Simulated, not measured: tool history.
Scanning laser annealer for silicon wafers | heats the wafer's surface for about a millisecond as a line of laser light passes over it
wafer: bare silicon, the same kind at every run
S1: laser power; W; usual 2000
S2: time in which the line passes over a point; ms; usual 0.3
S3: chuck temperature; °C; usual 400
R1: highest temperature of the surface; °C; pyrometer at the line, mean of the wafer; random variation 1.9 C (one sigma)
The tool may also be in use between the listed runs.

Run 1, day 0: usual settings. Result: R1 1126 °C.
Run 2, day 1.158: usual settings. Result: R1 1126 °C.
Run 3, day 2.367: usual settings. Result: R1 1121 °C.
Run 4, day 3.825: usual settings. Result: R1 1122 °C.
Run 5, day 4.604: usual settings. Result: R1 1121 °C.
Run 6, day 5.342: usual settings but S3 418 °C. Result: R1 1137 °C.
Run 7, day 6.588: usual settings but S1 1707 W. Result: R1 1001 °C.
Run 8, day 7.775: usual settings but S1 1707 W. Result: R1 1003 °C.
Run 9, day 9.375: usual settings but S1 1707 W. Result: R1 1002 °C.
Run 10, day 11.112: usual settings. Result: R1 1117 °C.
Run 11, day 12.383: usual settings. Result: R1 1112 °C.
Run 12, day 13.35: usual settings. Result: R1 1112 °C.
Run 13, day 14.175: usual settings. Result: R1 1113 °C.
At day 14.388: laser's power meter calibrated.
Run 14, day 15.279: usual settings. Result: R1 1113 °C.
At day 15.654: window over the wafer cleaned.
Run 15, day 16.321: usual settings but S2 0.374 ms. Result: R1 1210 °C.
Run 16, day 17.996: usual settings but S2 0.374 ms. Result: R1 1208 °C.
At day 19.283: laser's power meter calibrated, once more.
Run 17, day 19.583: usual settings but S2 0.374 ms. Result: R1 1202 °C.
Run 18, day 20.612: usual settings but S3 404 °C. Result: R1 1132 °C.
Run 19, day 21.9: usual settings but S3 404 °C. Result: R1 1131 °C.
Run 20, day 23.362: usual settings but S3 404 °C. Result: R1 1132 °C.
Run 21, day 24.975: usual settings but S3 404 °C. Result: R1 1131 °C.
Run 22, day 25.817: usual settings but S1 1931 W, S3 420 °C. Result: R1 1116 °C.
Run 23, day 27.421: usual settings but S1 2025 W, S2 0.259 ms, S3 392 °C. Result: R1 1078 °C.
Run 24, day 28.792: usual settings but S1 1908 W, S3 418 °C. Result: R1 1106 °C.
Run 25, day 29.592: usual settings but S1 2133 W, S2 0.338 ms, S3 424 °C. Result: R1 1241 °C.
Run 26, day 30.475: usual settings but S1 2133 W, S2 0.338 ms, S3 424 °C. Result: R1 1240 °C.
Run 27, day 31.296: usual settings but S1 1916 W, S2 0.238 ms, S3 429 °C. Result: R1 1047 °C.
Run 28, day 32.675: usual settings but S3 372 °C. Result: R1 1092 °C.
Run 29, day 34.329: usual settings but S1 2148 W, S2 0.322 ms, S3 372 °C. Result: R1 1176 °C.
Run 30, day 35.071: usual settings but S1 2021 W, S2 0.229 ms, S3 412 °C. Result: R1 1054 °C.
Run 31, day 36.05: usual settings but S1 2081 W, S2 0.37 ms, S3 407 °C. Result: R1 1229 °C.
Run 32, day 37.458: usual settings but S2 0.283 ms, S3 405 °C. Result: R1 1102 °C.
Run 33, day 38.842: usual settings but S1 2006 W, S2 0.211 ms, S3 391 °C. Result: R1 1004 °C.
Run 34, day 40.058: usual settings but S1 2006 W, S2 0.211 ms, S3 391 °C. Result: R1 1005 °C.
Run 35, day 41.529: usual settings but S1 1746 W, S2 0.244 ms, S3 404 °C. Result: R1 963 °C.
Run 36, day 42.942: usual settings but S1 1746 W, S2 0.244 ms, S3 404 °C. Result: R1 959 °C.

Forecast run 37:
At day 43.633: optics aligned, line set to its width.
Run 37, day 44.546: usual settings but S1 1746 W, S2 0.244 ms, S3 404 °C. Result: R1 ?.

R1: 977 °C
Without the tool's hidden state the same run would have given R1 994 °C.
